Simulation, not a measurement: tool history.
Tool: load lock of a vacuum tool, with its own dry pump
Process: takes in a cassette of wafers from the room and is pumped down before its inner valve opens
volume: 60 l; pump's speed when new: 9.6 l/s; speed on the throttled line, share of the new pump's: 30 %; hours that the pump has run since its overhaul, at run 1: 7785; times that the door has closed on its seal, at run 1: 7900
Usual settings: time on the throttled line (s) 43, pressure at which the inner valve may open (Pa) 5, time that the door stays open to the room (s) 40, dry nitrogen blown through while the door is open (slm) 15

run	hour	time on the throttled line (s)	pressure at which the inner valve may open (Pa)	time that the door stays open to the room (s)	dry nitrogen blown through while the door is open (slm)	hours that the pump has run since its overhaul	times that the door has closed on its seal	incoming humidity of the room's air, %	time from the closed door until the inner valve may open (s)	rise of the pressure with all valves shut (Pa/min)
1	0	43	5	40	15	7785	7900	44.1	98.8	0.085
2	195.3	43	5	186	15	7981	8451	46.1	100	0.114
3	305.2	43	5	40	15	8090	8761	44.9	98.9	0.095
4	416	43	5	54	15	8201	9074	45.7	99.7	0.101
5	602.6	43	5	54	15	8388	9600	44.6	99	0.105
6	809.1	43	5	54	15	8594	10183	46.2	100.7	0.107
7	998.3	43	5	40	15	8784	10716	41.3	99.2	0.109
8	1087.7	43	5	40	15	8873	10968	46	99.5	0.115
9	1257	43	5	40	15	9042	11446	43.8	98.6	0.122
10	1381.3	43	5	40	15	9167	11797	42.3	98.9	0.12
11	1532.5	43	5	40	15	9318	12223	44.9	99.2	0.133
12	1721.3	43	5	40	15	9507	12756	48.4	100	0.138
13	1873.9	43	5	40	15	9659	13186	42.7	101.1	0.138
14	1992.8	43	5	40	15	9778	13522	46.1	99.3	0.141
15	2086.9	43	5	40	15	9872	13787	46.5	100.8	0.154
16	2265.1	43	6	40	15	10050	14289	46.3	99.5	0.152
17	2355.2	43	6	40	15	10140	14544	47.1	99	0.161
18	2563.2	43	6	40	15	10348	15130	46.2	97.9	0.17
19	2690.4	43	6	40	15	10476	15489	44.6	99	0.174
20	2894.8	43	6	40	15	10680	16066	45.8	98.9	0.174
21	3045.4	43	5	65	26	10831	16491	45.4	101	0.18
22	3170.6	73	5	77	26	10956	16844	44.7	120.8	0.186
23	3332.1	40	4	77	7	11117	17299	45.5	102.6	0.208
24	3442.1	40	4	32	15	11227	17610	43.6	100.4	0.191
25	3635.7	27	6	217	35	11421	18156	47.4	88.9	0.22
26	3729.5	27	6	217	35	11515	18420	43.7	89.2	0.213
27	3859.4	43	8	83	43	11645	18787	42.8	98.4	0.211
28	4055	43	5	222	11	11840	19338	45.5	101	0.255
29	4148.3	49	7	48	6	11934	19602	49.7	100.3	0.233
30	4267.8	75	5	65	15	12053	19939	41.8	122.5	0.238
31	4425.3	61	9	96	19	12211	20383	44.9	108.5	0.239
32	4616.5	30	5	40	15	12402	20922	48	94	0.247
33	4708.9	35	6	173	7	12494	21183	46.9	94.9	0.284
34	4815.3	35	6	173	7	12601	21483	44.6	94.6	0.284
35	4940.3	43	9	40	6	12726	21836	46.7	96.9	0.269
36	5093.2	43	9	40	6	12878	22267	43	97.1	0.274
37	5277.2	77	10	169	16	13062	22786	46.7	119.3	0.297

4 ways to go on from here, each from the tool as it stands after run 37. What would each give?
A	5413.4	26	8	105	15	13199	23170	43	?	?
B	5413.4	43	5	198	11	13199	23170	43	?	?
C	5413.4	48	10	169	8	13199	23170	49.6	?	?
D	5413.4	76	5	40	15	13199	23170	45.4	?	?

run	time from the closed door until the inner valve may open (s)	rise of the pressure with all valves shut (Pa/min)
A	87.3	0.293
B	102.6	0.312
C	99.4	0.325
D	124.2	0.275
Without the tool's hidden state the same runs would have given:
run	time from the closed door until the inner valve may open (s)	rise of the pressure with all valves shut (Pa/min)
A	77.8	0.05
B	93.1	0.068
C	91.3	0.079
D	116.5	0.035
